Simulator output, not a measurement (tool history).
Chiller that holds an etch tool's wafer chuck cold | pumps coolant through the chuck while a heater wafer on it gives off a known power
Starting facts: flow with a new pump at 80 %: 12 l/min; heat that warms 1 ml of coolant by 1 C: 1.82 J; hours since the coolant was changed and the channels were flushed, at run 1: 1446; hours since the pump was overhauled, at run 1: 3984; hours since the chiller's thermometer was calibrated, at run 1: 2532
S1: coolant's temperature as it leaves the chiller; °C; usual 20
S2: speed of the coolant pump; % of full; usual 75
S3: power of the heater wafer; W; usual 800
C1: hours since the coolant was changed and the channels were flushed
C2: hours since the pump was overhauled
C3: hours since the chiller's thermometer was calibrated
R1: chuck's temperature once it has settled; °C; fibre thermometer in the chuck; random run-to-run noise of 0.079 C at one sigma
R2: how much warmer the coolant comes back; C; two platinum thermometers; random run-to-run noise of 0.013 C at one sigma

Run 1, day 0.000: usual settings; C1 1446; C2 3984; C3 2532. Result: R1 25.61 °C, R2 2.37 C.
Run 2, day 3.225: usual settings; C1 1523; C2 4062; C3 2609. Result: R1 25.60 °C, R2 2.37 C.
Run 3, day 5.208: usual settings; C1 1571; C2 4109; C3 2657. Result: R1 25.51 °C, R2 2.35 C.
Run 4, day 7.521: usual settings but S2 88 % of full; C1 1626; C2 4165; C3 2712. Result: R1 24.96 °C, R2 1.99 C.
At day 10.596: chiller's thermometer calibrated.
Run 5, day 12.438: usual settings; C1 1743; C2 4282; C3 44. Result: R1 25.41 °C, R2 2.37 C.
Run 6, day 14.675: usual settings; C1 1797; C2 4336; C3 98. Result: R1 25.54 °C, R2 2.37 C.
Run 7, day 17.646: usual settings; C1 1868; C2 4407; C3 169. Result: R1 25.55 °C, R2 2.37 C.
Run 8, day 19.800: usual settings but S3 491 W; C1 1920; C2 4458; C3 221. Result: R1 23.13 °C, R2 1.46 C.
Run 9, day 22.100: usual settings but S2 98 % of full; C1 1975; C2 4514; C3 276. Result: R1 24.66 °C, R2 1.76 C.
Run 10, day 25.579: usual settings but S2 98 % of full; C1 2059; C2 4597; C3 360. Result: R1 24.60 °C, R2 1.75 C.
Run 11, day 29.608: usual settings but S2 98 % of full; C1 2155; C2 4694; C3 456. Result: R1 24.44 °C, R2 1.74 C.
Run 12, day 34.321: usual settings but S2 98 % of full; C1 2268; C2 4807; C3 569. Result: R1 24.63 °C, R2 1.78 C.
Run 13, day 37.342: usual settings but S2 98 % of full; C1 2341; C2 4879; C3 642. Result: R1 24.41 °C, R2 1.75 C.
Run 14, day 39.821: usual settings; C1 2400; C2 4939; C3 701. Result: R1 25.32 °C, R2 2.38 C.
Run 15, day 44.508: usual settings; C1 2513; C2 5051; C3 814. Result: R1 25.33 °C, R2 2.37 C.
Run 16, day 47.908: usual settings; C1 2595; C2 5133; C3 896. Result: R1 25.27 °C, R2 2.36 C.
Run 17, day 51.588: usual settings but S1 10 °C, S2 92 % of full, S3 914 W; C1 2683; C2 5221; C3 984. Result: R1 15.36 °C, R2 2.14 C.
Run 18, day 55.788: usual settings but S1 10 °C, S2 92 % of full, S3 914 W; C1 2784; C2 5322; C3 1085. Result: R1 15.15 °C, R2 2.17 C.
Run 19, day 57.746: usual settings but S1 14 °C, S2 73 % of full, S3 444 W; C1 2831; C2 5369; C3 1132. Result: R1 16.99 °C, R2 1.36 C.
Run 20, day 61.542: usual settings but S1 14 °C, S2 73 % of full, S3 444 W; C1 2922; C2 5460; C3 1223. Result: R1 16.99 °C, R2 1.36 C.
Run 21, day 66.108: usual settings but S1 14 °C, S2 70 % of full, S3 490 W; C1 3031; C2 5570; C3 1332. Result: R1 17.35 °C, R2 1.56 C.
Run 22, day 69.996: usual settings but S1 14 °C, S2 63 % of full, S3 1158 W; C1 3125; C2 5663; C3 1426. Result: R1 22.60 °C, R2 4.13 C.
Run 23, day 72.592: usual settings but S1 17 °C, S3 1010 W; C1 3187; C2 5725; C3 1488. Result: R1 23.68 °C, R2 2.97 C.
Run 24, day 75.871: usual settings but S1 10 °C, S2 64 % of full, S3 760 W; C1 3266; C2 5804; C3 1567. Result: R1 15.60 °C, R2 2.67 C.
Run 25, day 78.796: usual settings but S1 10 °C, S2 63 % of full, S3 921 W; C1 3336; C2 5874; C3 1637. Result: R1 16.87 °C, R2 3.28 C.
Run 26, day 81.879: usual settings but S1 13 °C, S2 63 % of full, S3 1051 W; C1 3410; C2 5948; C3 1711. Result: R1 20.93 °C, R2 3.75 C.
Run 27, day 85.025: usual settings but S1 11 °C, S2 82 % of full, S3 573 W; C1 3485; C2 6024; C3 1786. Result: R1 14.40 °C, R2 1.53 C.
Run 28, day 89.500: usual settings but S1 17 °C, S2 73 % of full, S3 525 W; C1 3593; C2 6131; C3 1894. Result: R1 20.32 °C, R2 1.60 C.
Run 29, day 94.029: usual settings but S1 17 °C, S2 73 % of full, S3 525 W; C1 3701; C2 6240; C3 2002. Result: R1 20.36 °C, R2 1.59 C.
Run 30, day 98.750: usual settings but S1 15 °C, S2 89 % of full, S3 960 W; C1 3815; C2 6353; C3 2116. Result: R1 20.66 °C, R2 2.39 C.
Run 31, day 102.242: usual settings but S3 746 W; C1 3899; C2 6437; C3 2200. Result: R1 24.67 °C, R2 2.21 C.

Branching from run 31: 3 alternative next runs. What would each branch give?
Run A, day 105.079: usual settings but S1 10 °C, S2 69 % of full; C1 3967; C2 6505; C3 2268. Result: R1 ?, R2 ?.
Run B, day 105.079: usual settings but S1 27 °C, S2 95 % of full, S3 746 W; C1 3967; C2 6505; C3 2268. Result: R1 ?, R2 ?.
Run C, day 105.079: usual settings but S3 657 W; C1 3967; C2 6505; C3 2268. Result: R1 ?, R2 ?.

run     R1    R2
  A  15.48  2.59
  B  31.05  1.70
  C  24.17  1.94
Without the tool's hidden state the same runs would have given:
run     R1    R2
  A  15.84  2.59
  B  31.41  1.70
  C  24.54  1.93

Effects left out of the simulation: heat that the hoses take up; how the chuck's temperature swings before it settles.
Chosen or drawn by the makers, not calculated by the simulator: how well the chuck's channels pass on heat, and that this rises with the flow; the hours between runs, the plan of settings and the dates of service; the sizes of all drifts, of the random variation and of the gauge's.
